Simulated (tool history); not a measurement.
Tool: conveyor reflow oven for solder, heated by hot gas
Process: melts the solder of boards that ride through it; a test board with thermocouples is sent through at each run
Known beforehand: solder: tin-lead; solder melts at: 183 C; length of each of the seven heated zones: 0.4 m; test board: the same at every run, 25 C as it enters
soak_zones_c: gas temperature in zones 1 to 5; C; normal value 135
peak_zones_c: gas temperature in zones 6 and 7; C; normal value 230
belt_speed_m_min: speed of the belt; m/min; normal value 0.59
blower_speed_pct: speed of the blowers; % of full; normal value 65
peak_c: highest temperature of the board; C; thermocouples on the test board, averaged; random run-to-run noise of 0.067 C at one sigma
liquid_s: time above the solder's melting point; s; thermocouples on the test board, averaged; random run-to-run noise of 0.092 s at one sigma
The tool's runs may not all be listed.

| run | hour | soak_zones_c | peak_zones_c | belt_speed_m_min | blower_speed_pct | peak_c | liquid_s |
|---|---|---|---|---|---|---|---|
| 1 | 0 | 135 | 230 | 0.59 | 65 | 214.18 | 57.44 |
| 2 | 25.9 | 135 | 230 | 0.59 | 88 | 218.64 | 62.3 |
| 3 | 54.2 | 135 | 230 | 0.59 | 88 | 218.75 | 62.28 |
| 4 | 67.9 | 135 | 230 | 0.59 | 65 | 214.09 | 57.49 |
| 5 | 93.8 | 135 | 230 | 0.59 | 65 | 214.11 | 57.38 |
| 6 | 109.2 | 135 | 230 | 0.59 | 65 | 214.14 | 57.47 |
| 7 | 138.8 | 135 | 230 | 0.59 | 65 | 214.08 | 57.32 |
| 8 | 162.7 | 125 | 230 | 0.59 | 65 | 212.39 | 52.26 |
| 9 | 194.4 | 140 | 230 | 0.59 | 65 | 214.89 | 59.83 |
| 10 | 210.1 | 140 | 230 | 0.59 | 65 | 214.95 | 60.02 |
| 11 | 241.6 | 135 | 230 | 0.59 | 75 | 216.26 | 59.68 |
| 12 | 263.9 | 135 | 230 | 0.59 | 75 | 216.35 | 59.65 |
| 13 | 291.9 | 135 | 230 | 0.59 | 75 | 216.28 | 59.63 |
| 14 | 323.4 | 135 | 230 | 0.59 | 75 | 216.25 | 59.7 |
| 15 | 344.6 | 144 | 230 | 0.532 | 75 | 220.26 | 74.03 |
| 16 | 372.9 | 133 | 218 | 0.555 | 88 | 208.81 | 57.52 |
| 17 | 406.1 | 135 | 218 | 0.496 | 65 | 208.3 | 63.68 |
|  | 430.2 | flux residue cleaned out of gas plates and filters |
| 18 | 430.9 | 137 | 218 | 0.496 | 52 | 206.35 | 61.04 |
| 19 | 461.4 | 137 | 218 | 0.496 | 52 | 206.23 | 60.89 |
| 20 | 478.2 | 136 | 225 | 0.525 | 67 | 214.13 | 66.57 |
| 21 | 503.8 | 136 | 225 | 0.525 | 67 | 214.17 | 66.54 |
| 22 | 527 | 133 | 231 | 0.576 | 53 | 212.58 | 55.95 |

Run 23 has not been measured yet. What should we expect?
| 23 | 552 | 147 | 230 | 0.613 | 65 | ? | ? |

peak_c: 215.61 C
liquid_s: 61.26 s
Minus the tool's unlogged condition, the same run would have read peak_c 214.84 C, liquid_s 60.33 s.
